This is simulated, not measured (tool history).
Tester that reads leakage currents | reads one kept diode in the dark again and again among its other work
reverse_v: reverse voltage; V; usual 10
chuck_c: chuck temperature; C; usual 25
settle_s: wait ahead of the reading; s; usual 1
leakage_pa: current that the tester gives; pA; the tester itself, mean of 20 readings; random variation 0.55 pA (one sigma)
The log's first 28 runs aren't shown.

{"run": 29, "hour": 882.9, "reverse_v": 2.8, "chuck_c": 52, "settle_s": 1.01, "leakage_pa": 928.27}
{"run": 30, "hour": 927.8, "reverse_v": 2.8, "chuck_c": 52, "settle_s": 1.01, "leakage_pa": 926.27}
{"run": 31, "hour": 967.5, "reverse_v": 2.8, "chuck_c": 52, "settle_s": 1.01, "leakage_pa": 927.14}
{"run": 32, "hour": 988.8, "reverse_v": 13.6, "chuck_c": 52, "settle_s": 1.01, "leakage_pa": 1709.5}
{"run": 33, "hour": 1023.9, "reverse_v": 10, "chuck_c": 35, "settle_s": 1, "leakage_pa": 417.4}
{"run": 34, "hour": 1052.4, "reverse_v": 10, "chuck_c": 34, "settle_s": 1, "leakage_pa": 383.52}
{"run": 35, "hour": 1097.6, "reverse_v": 2.1, "chuck_c": 24, "settle_s": 1, "leakage_pa": 89.61}
{"run": 36, "hour": 1122.4, "reverse_v": 2.1, "chuck_c": 24, "settle_s": 1, "leakage_pa": 90.08}
{"run": 37, "hour": 1153.9, "reverse_v": 5.6, "chuck_c": 40, "settle_s": 1.16, "leakage_pa": 493.54}
{"run": 38, "hour": 1184.4, "reverse_v": 3, "chuck_c": 22, "settle_s": 0.53, "leakage_pa": 88.22}
{"run": 39, "hour": 1223.9, "reverse_v": 1.6, "chuck_c": 35, "settle_s": 0.53, "leakage_pa": 202.77}

Forecast each of these 4 alternatives for the next run:
{"run": "A", "hour": 1247.4, "reverse_v": 1.9, "chuck_c": 25, "settle_s": 0.7, "leakage_pa": "?"}
{"run": "B", "hour": 1247.4, "reverse_v": 1.6, "chuck_c": 39, "settle_s": 0.53, "leakage_pa": "?"}
{"run": "C", "hour": 1247.4, "reverse_v": 6.9, "chuck_c": 30, "settle_s": 4.39, "leakage_pa": "?"}
{"run": "D", "hour": 1247.4, "reverse_v": 1.6, "chuck_c": 25, "settle_s": 0.53, "leakage_pa": "?"}

run=A leakage_pa=94.51
run=B leakage_pa=279.35
run=C leakage_pa=237.31
run=D leakage_pa=88.61
Without the tool's hidden state the same runs would have given:
run=A leakage_pa=94.62
run=B leakage_pa=279.81
run=C leakage_pa=237.51
run=D leakage_pa=88.72

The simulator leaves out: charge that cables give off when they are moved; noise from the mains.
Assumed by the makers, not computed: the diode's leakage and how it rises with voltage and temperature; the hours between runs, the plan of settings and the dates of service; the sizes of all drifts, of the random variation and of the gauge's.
